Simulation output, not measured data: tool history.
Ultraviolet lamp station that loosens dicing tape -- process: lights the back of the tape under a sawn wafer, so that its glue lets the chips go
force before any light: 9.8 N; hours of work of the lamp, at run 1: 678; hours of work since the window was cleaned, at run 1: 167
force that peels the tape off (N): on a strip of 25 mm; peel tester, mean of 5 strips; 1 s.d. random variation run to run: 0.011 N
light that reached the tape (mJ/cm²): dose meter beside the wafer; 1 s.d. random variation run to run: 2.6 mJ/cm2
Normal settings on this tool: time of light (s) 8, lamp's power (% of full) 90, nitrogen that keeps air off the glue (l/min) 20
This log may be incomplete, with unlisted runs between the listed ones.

run	hour	time of light (s)	lamp's power (% of full)	nitrogen that keeps air off the glue (l/min)	hours of work of the lamp	hours of work since the window was cleaned	force that peels the tape off (N)	light that reached the tape (mJ/cm²)
1	0	8	90	20	678	167	0.479	333
2	35.1	6	90	20	692	182	0.909	251
3	75.1	6	90	20	709	198	0.95	255
4	117.6	8	90	20	727	216	0.476	334
5	153.2	8	90	20	741	231	0.458	328
6	175.4	8	90	20	751	240	0.473	334
7	208.9	8	90	19	764	254	0.478	332
8	228.4	8	90	19	773	262	0.486	331
9	259	8	90	20	785	275	0.459	328
10	295.1	8	90	29	800	290	0.346	335
11	340	8	97	20	819	308	0.395	358
12	375.6	8	97	20	834	323	0.38	358
13	408.4	7	90	20	847	337	0.638	291
# hour 425.5: window cleaned of glue's vapour
14	436.2	7	90	10	859	4	1.07	295
15	469.1	7	90	10	872	18	1.114	297
16	493.4	7	90	10	882	28	1.106	294
17	513.8	8	90	20	891	37	0.48	335
18	534.6	8	90	20	900	45	0.455	333
19	565.3	8	90	20	912	58	0.473	337
20	596.5	8	90	20	925	71	0.488	332
21	619.6	15	90	20	935	81	0.146	624
22	656.5	15	90	20	950	96	0.161	631
23	686	9	90	20	962	108	0.357	376
24	707	9	90	20	971	117	0.345	376
25	744.1	8	67	28	987	132	0.741	250
26	784	9	61	28	1003	149	0.712	255
27	814.5	9	61	39	1016	162	0.554	254
28	847.3	9	61	39	1029	175	0.574	256
29	886.7	9	61	39	1046	192	0.575	257
30	915	9	63	7	1058	203	1.745	261
31	946.1	9	63	7	1070	216	1.684	262
32	967.9	14	63	13	1080	225	0.406	404
33	997.8	9	61	32	1092	238	0.605	252
34	1018.6	8	90	39	1101	246	0.304	331
35	1054	8	90	39	1115	261	0.301	333
36	1073.8	9	82	18	1123	269	0.483	338
37	1117.1	9	82	18	1141	287	0.477	343
38	1157.4	14	90	21	1158	304	0.145	580
39	1200.3	6	100	6	1176	322	1.741	274
40	1226.5	10	67	20	1187	333	0.56	312
# hour 1253.9: window cleaned of glue's vapour
41	1273.2	10	67	20	1206	8	0.547	308
42	1296.9	10	67	20	1216	18	0.556	313
43	1327.7	10	67	20	1229	31	0.533	311
# hour 1353: lamp changed
44	1363.2	10	67	20	4	45	0.54	313

Each row is a separate what-if for the run after 44, all from the same tool condition, not one after another. Results?
A	1400.6	6	75	21	20	61	?	?
B	1400.6	10	67	16	20	61	?	?
C	1400.6	10	65	20	20	61	?	?

run	force that peels the tape off (N)	light that reached the tape (mJ/cm²)
A	1.28	206
B	0.655	309
C	0.613	303
With no hidden state in the tool, these same runs would have given:
run	force that peels the tape off (N)	light that reached the tape (mJ/cm²)
A	1.279	206
B	0.654	309
C	0.612	303
